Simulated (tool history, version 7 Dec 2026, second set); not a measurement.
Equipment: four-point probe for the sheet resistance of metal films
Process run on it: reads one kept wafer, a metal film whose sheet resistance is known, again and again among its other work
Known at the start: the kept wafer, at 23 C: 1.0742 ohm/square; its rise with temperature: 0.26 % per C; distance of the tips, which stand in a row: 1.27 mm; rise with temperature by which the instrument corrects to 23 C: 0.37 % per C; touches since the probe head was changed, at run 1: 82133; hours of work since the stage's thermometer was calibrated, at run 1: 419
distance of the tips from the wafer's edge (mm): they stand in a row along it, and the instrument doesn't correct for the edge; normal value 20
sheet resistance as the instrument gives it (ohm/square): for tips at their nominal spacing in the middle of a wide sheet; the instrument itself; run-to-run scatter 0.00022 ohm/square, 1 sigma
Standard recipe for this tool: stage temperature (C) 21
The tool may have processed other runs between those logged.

run,hour,stage temperature (C),distance of the tips from the wafer's edge (mm),touches since the probe head was changed,hours of work since the stage's thermometer was calibrated,sheet resistance as the instrument gives it (ohm/square)
1,0,21,20,82133,419,1.086622
2,126.1,21,3,87940,484,1.179049
3,246.1,21,5,93466,546,1.120705
4,346,21,5,98065,598,1.12079
5,410.7,34,20,101045,631,1.072621
6,550.5,21,20,107481,704,1.087024
7,630.9,21,20,111185,745,1.087246
8,771.8,21,5,117672,818,1.121512
9,865.3,21,5,121978,867,1.121441
10,965.9,21,10,126607,919,1.095166
11,1061.1,21,20,130992,968,1.088368
12,1193.9,21,20,137108,1037,1.088412
13,1307.8,21,20,142352,1096,1.088442
14,1417.4,21,20,147400,1153,1.088723
15,1512.4,20,20,151774,1202,1.090146
16,1633.1,20,23,157331,1265,1.089692
17,1765.2,32,23,163416,1333,1.076295
# hour 1782.3: new probe head fitted
18,1860.1,32,23,3584,1382,1.064649
19,1935.9,21,20,7074,1421,1.077807
20,2009.4,21,39,10455,1459,1.076033
21,2084.1,21,20,13894,1498,1.078468
22,2215.5,21,20,19948,1566,1.078108
23,2333.2,21,20,25369,1627,1.078668
24,2445.4,27,38,30533,1685,1.070002
25,2583.5,21,14,36894,1756,1.081065
26,2650.8,25,20,39991,1791,1.074595
27,2716.1,25,7,43000,1825,1.090711
28,2782.2,25,74,46041,1859,1.072262
29,2846.6,22,24,49006,1893,1.077143
30,2989.1,31,20,55569,1967,1.068589
31,3129.9,29,73,62050,2039,1.06887
32,3196.5,28,14,65119,2074,1.074442
33,3302.2,32,40,69985,2129,1.065858

Run 34 comes next. What will it give?
34,3423.6,24,68,75574,2192,?

{"run 34": {"sheet resistance as the instrument gives it (ohm/square)": 1.074487}}
Without the tool's hidden state the same run would have given sheet resistance as the instrument gives it (ohm/square) 1.072968.
